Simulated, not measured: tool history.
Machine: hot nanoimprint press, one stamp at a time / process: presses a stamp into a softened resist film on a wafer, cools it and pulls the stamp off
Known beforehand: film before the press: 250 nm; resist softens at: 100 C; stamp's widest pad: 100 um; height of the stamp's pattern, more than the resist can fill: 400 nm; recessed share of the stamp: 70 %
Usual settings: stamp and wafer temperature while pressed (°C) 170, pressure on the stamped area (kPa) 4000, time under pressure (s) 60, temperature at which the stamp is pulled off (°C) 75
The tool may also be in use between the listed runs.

| run | day | stamp and wafer temperature while pressed (°C) | pressure on the stamped area (kPa) | time under pressure (s) | temperature at which the stamp is pulled off (°C) | resist left under the stamp's widest pad (nm) | greatest force while the stamp is pulled off (N) |
|---|---|---|---|---|---|---|---|
| 1 | 0 | 170 | 4000 | 60 | 75 | 90.7 | 213 |
| 2 | 0.788 | 170 | 4000 | 60 | 75 | 90.4 | 204 |
| 3 | 2.033 | 170 | 4000 | 60 | 75 | 90.3 | 215 |
| 4 | 3.117 | 170 | 4000 | 60 | 75 | 90.4 | 212 |
| 5 | 3.967 | 170 | 4000 | 60 | 75 | 91.1 | 213 |
|  | 5.254 | stamp cleaned and given a new release coat |
| 6 | 5.254 | 170 | 4000 | 60 | 75 | 90.2 | 192 |
| 7 | 6.121 | 170 | 4000 | 60 | 75 | 89.5 | 201 |
| 8 | 7.146 | 170 | 2620 | 60 | 75 | 110.2 | 197 |
| 9 | 8.204 | 170 | 2620 | 60 | 75 | 110.3 | 198 |
| 10 | 8.821 | 170 | 4000 | 60 | 75 | 89.6 | 203 |
| 11 | 10.004 | 170 | 4000 | 60 | 75 | 90.2 | 199 |
| 12 | 11.475 | 170 | 4000 | 60 | 75 | 89.8 | 202 |
|  | 11.854 | plate thermocouple calibrated |
| 13 | 12.233 | 170 | 4000 | 60 | 75 | 87.9 | 205 |
| 14 | 13.571 | 170 | 4000 | 60 | 75 | 87.4 | 206 |
| 15 | 14.771 | 170 | 4000 | 60 | 75 | 88.6 | 207 |
| 16 | 15.979 | 170 | 3330 | 50 | 75 | 102.3 | 210 |
| 17 | 17.046 | 170 | 3330 | 95 | 75 | 80.2 | 211 |
| 18 | 17.675 | 170 | 4000 | 32 | 75 | 111.3 | 217 |
| 19 | 18.312 | 170 | 4000 | 75 | 83 | 80 | 181 |
|  | 18.654 | plate thermocouple calibrated, once more |
| 20 | 19.15 | 163 | 2550 | 61 | 69 | 146.9 | 245 |
|  | 20.058 | stamp cleaned and given a new release coat |
| 21 | 20.388 | 182 | 4000 | 32 | 71 | 73.3 | 221 |
| 22 | 21.879 | 182 | 4000 | 32 | 71 | 74.6 | 207 |
| 23 | 23.042 | 170 | 4000 | 52 | 72 | 98.5 | 210 |
| 24 | 23.679 | 180 | 5550 | 52 | 72 | 56.2 | 211 |
| 25 | 24.354 | 180 | 5550 | 52 | 72 | 55.7 | 212 |
| 26 | 25.296 | 180 | 5550 | 47 | 79 | 58.3 | 188 |
| 27 | 26.175 | 180 | 5550 | 47 | 79 | 58.4 | 189 |
| 28 | 27.396 | 180 | 5550 | 47 | 79 | 57.5 | 192 |
| 29 | 28.542 | 178 | 6120 | 47 | 79 | 59.3 | 183 |

Consider 4 possible next runs. They are alternatives, not a sequence: every one starts from the tool as it was left by run 29. What does each give?
| A | 29.454 | 178 | 2860 | 72 | 79 | ? | ? |
| B | 29.454 | 170 | 4350 | 32 | 63 | ? | ? |
| C | 29.454 | 170 | 4000 | 74 | 80 | ? | ? |
| D | 29.454 | 165 | 2790 | 60 | 67 | ? | ? |

| run | resist left under the stamp's widest pad (nm) | greatest force while the stamp is pulled off (N) |
|---|---|---|
| A | 72.5 | 195 |
| B | 112 | 264 |
| C | 84.8 | 187 |
| D | 131.5 | 246 |
Without the tool's unlogged condition, the same runs would have read:
| run | resist left under the stamp's widest pad (nm) | greatest force while the stamp is pulled off (N) |
|---|---|---|
| A | 72.6 | 183 |
| B | 111.4 | 248 |
| C | 84.5 | 176 |
| D | 132.1 | 231 |
